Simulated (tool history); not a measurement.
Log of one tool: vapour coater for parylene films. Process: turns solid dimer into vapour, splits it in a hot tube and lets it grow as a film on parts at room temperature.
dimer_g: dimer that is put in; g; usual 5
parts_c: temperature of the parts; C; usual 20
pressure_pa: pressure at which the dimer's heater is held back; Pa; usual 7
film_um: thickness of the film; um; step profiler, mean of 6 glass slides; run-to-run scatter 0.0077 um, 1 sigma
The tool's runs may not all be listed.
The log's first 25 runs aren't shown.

| run | hour | dimer_g | parts_c | pressure_pa | film_um |
|---|---|---|---|---|---|
| 26 | 863.6 | 3 | 20 | 2.11 | 0.912 |
| 27 | 911.2 | 3 | 20 | 2.11 | 0.903 |
| 28 | 935 | 3 | 20 | 2.11 | 0.907 |
| 29 | 984.7 | 3 | 20 | 2.36 | 0.888 |
| 30 | 1035.3 | 3 | 26 | 11.56 | 0.601 |
| 31 | 1072.7 | 3 | 26 | 11.56 | 0.599 |
| 32 | 1106.7 | 3 | 24 | 5.96 | 0.692 |
| 33 | 1136.5 | 3 | 24 | 5.96 | 0.689 |
| 34 | 1183.6 | 3 | 13 | 6.69 | 0.887 |
| 35 | 1232.2 | 3 | 13 | 6.69 | 0.879 |
| 36 | 1275.1 | 6 | 23 | 6.72 | 1.393 |
| 37 | 1310.8 | 9 | 23 | 6.72 | 2.094 |
| 38 | 1352.8 | 9 | 23 | 6.72 | 2.104 |
| 39 | 1402.1 | 5 | 20 | 3 | 1.419 |
| 40 | 1425 | 5 | 20 | 3 | 1.399 |
| 41 | 1459.2 | 5 | 20 | 3 | 1.396 |
| 42 | 1493.1 | 5 | 12 | 11.73 | 1.367 |
| 43 | 1530.1 | 3 | 20 | 4.64 | 0.779 |

Below are 5 alternative next runs, each starting from the tool's condition after run 43. Predict each:
| A | 1573.4 | 3 | 18 | 2.79 | ? |
| B | 1573.4 | 4 | 25 | 4.46 | ? |
| C | 1573.4 | 3 | 30 | 5.91 | ? |
| D | 1573.4 | 3 | 20 | 4.64 | ? |
| E | 1573.4 | 8 | 13 | 7 | ? |

| run | film_um |
|---|---|
| A | 0.892 |
| B | 0.944 |
| C | 0.618 |
| D | 0.782 |
| E | 2.313 |
Without the tool's unlogged condition, the same runs would have read:
| run | film_um |
|---|---|
| A | 0.908 |
| B | 0.96 |
| C | 0.628 |
| D | 0.796 |
| E | 2.353 |
